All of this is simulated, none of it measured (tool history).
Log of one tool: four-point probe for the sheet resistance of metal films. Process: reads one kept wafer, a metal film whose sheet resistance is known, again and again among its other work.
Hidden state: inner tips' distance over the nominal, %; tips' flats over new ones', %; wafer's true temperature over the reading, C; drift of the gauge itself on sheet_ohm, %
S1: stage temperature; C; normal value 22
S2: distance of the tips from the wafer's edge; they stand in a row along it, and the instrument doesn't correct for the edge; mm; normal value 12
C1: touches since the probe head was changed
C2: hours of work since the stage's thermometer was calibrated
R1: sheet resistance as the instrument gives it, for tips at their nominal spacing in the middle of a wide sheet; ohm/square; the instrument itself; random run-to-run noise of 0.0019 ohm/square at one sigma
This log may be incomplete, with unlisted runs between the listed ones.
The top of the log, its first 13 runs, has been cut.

run,hour,S1,S2,C1,C2,R1
14,351.3,22,12,38275,322,9.558527
15,389.9,22,12,39182,349,9.559388
16,420.0,21,12,39889,370,9.557777
17,457.7,22,12,40773,397,9.559952
18,496.5,22,12,41684,424,9.556513
19,522.8,24,3,42302,442,9.695495
20,541.9,30,69,42753,456,9.572631
21,560.5,30,69,43188,469,9.568026
22,599.5,30,69,44106,496,9.571807
23,621.0,27,10,44610,511,9.576606
24,661.1,27,10,45552,540,9.580983
25,690.8,31,5,46250,561,9.623670
26,728.1,31,5,47125,587,9.626029
27,753.4,19,7,47719,605,9.568381
28,776.3,19,7,48257,621,9.563920
29,798.2,21,4,48772,636,9.624722
30,820.7,21,9,49300,652,9.561472
31,848.0,21,9,49942,671,9.563288
32,869.0,32,4,50436,686,9.658927
33,908.9,22,43,51371,714,9.549884
34,940.1,25,44,52104,736,9.558575
35,963.2,19,22,52646,752,9.540903
36,982.9,19,22,53111,766,9.543089

Alternative continuations, all from the tool just after run 36; predict every row:
A,1013.8,32,6,53837,788,?
B,1013.8,29,12,53837,788,?
C,1013.8,23,17,53837,788,?
D,1013.8,31,35,53837,788,?
E,1013.8,24,12,53837,788,?

run,R1
A,9.609847
B,9.574303
C,9.554439
D,9.576807
E,9.563900
Had the tool no hidden state, the same runs would have come out as:
run,R1
A,9.610377
B,9.574831
C,9.554964
D,9.577335
E,9.564425
